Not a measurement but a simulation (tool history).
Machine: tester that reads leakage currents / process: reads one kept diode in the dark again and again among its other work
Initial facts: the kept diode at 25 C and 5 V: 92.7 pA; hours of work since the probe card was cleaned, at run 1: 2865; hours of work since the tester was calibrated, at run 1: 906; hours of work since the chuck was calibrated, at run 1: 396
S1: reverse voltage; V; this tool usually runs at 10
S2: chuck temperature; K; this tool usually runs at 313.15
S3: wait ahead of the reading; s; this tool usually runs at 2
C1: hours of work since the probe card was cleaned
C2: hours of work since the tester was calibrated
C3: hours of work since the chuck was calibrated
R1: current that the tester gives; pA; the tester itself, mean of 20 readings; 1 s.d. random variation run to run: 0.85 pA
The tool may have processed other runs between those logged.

run 1 hour=0 | S1=10 S2=313.15 S3=2 | C1=2865 C2=906 C3=396 | R1=397.82
run 2 hour=61.4 | S1=10 S2=313.15 S3=2 | C1=2896 C2=938 C3=428 | R1=398.01
run 3 hour=95.5 | S1=10 S2=313.15 S3=2 | C1=2914 C2=956 C3=445 | R1=397.8
run 4 hour=136.3 | S1=10 S2=313.15 S3=2 | C1=2935 C2=977 C3=466 | R1=398.37
run 5 hour=191.2 | S1=10 S2=313.15 S3=2 | C1=2964 C2=1005 C3=495 | R1=399.32
run 6 hour=246.1 | S1=10 S2=313.15 S3=2 | C1=2992 C2=1034 C3=524 | R1=397.07
run 7 hour=309.3 | S1=9.2 S2=313.15 S3=2 | C1=3025 C2=1067 C3=556 | R1=384.69
run 8 hour=367.7 | S1=10 S2=313.15 S3=2 | C1=3055 C2=1097 C3=587 | R1=397.11
run 9 hour=432.8 | S1=10 S2=313.15 S3=0.58 | C1=3089 C2=1131 C3=620 | R1=399.19
run 10 hour=470.2 | S1=10 S2=313.15 S3=0.58 | C1=3109 C2=1150 C3=640 | R1=399.3
run 11 hour=509 | S1=19.9 S2=295.15 S3=3.28 | C1=3129 C2=1170 C3=660 | R1=155.36
run 12 hour=558.2 | S1=10 S2=313.15 S3=1.91 | C1=3154 C2=1196 C3=686 | R1=397.55
run 13 hour=587.9 | S1=2.9 S2=313.15 S3=0.41 | C1=3170 C2=1211 C3=701 | R1=242.75
run 14 hour=647.9 | S1=12.8 S2=306.15 S3=1.79 | C1=3201 C2=1243 C3=732 | R1=269.02
run 15 hour=691.2 | S1=12.8 S2=306.15 S3=1.79 | C1=3223 C2=1265 C3=755 | R1=268.72
run 16 hour=742.7 | S1=10.6 S2=329.15 S3=2.87 | C1=3250 C2=1292 C3=781 | R1=1204.09
run 17 hour=779.8 | S1=13 S2=313.15 S3=1.14 | C1=3269 C2=1311 C3=801 | R1=442.78
run 18 hour=812.2 | S1=19 S2=301.15 S3=0.32 | C1=3286 C2=1328 C3=817 | R1=233.29
run 19 hour=864.9 | S1=10 S2=313.15 S3=0.73 | C1=3314 C2=1355 C3=845 | R1=396.97
run 20 hour=913.4 | S1=16.5 S2=298.15 S3=6.11 | C1=3339 C2=1380 C3=870 | R1=174.13

Forecast each of these 5 alternatives for the next run:
run A hour=974.1 | S1=8.3 S2=313.15 S3=2 | C1=3370 C2=1412 C3=901 | R1=?
run B hour=974.1 | S1=16.5 S2=305.15 S3=6.11 | C1=3370 C2=1412 C3=901 | R1=?
run C hour=974.1 | S1=2.4 S2=313.15 S3=2 | C1=3370 C2=1412 C3=901 | R1=?
run D hour=974.1 | S1=10 S2=330.15 S3=0.54 | C1=3370 C2=1412 C3=901 | R1=?
run E hour=974.1 | S1=6.3 S2=298.15 S3=6.11 | C1=3370 C2=1412 C3=901 | R1=?

run=A R1=367.1
run=B R1=279.4
run=C R1=223.11
run=D R1=1252.92
run=E R1=110.63
Without the tool's hidden state the same runs would have given:
run=A R1=358.02
run=B R1=253.82
run=C R1=222.53
run=D R1=1254.09
run=E R1=101.03

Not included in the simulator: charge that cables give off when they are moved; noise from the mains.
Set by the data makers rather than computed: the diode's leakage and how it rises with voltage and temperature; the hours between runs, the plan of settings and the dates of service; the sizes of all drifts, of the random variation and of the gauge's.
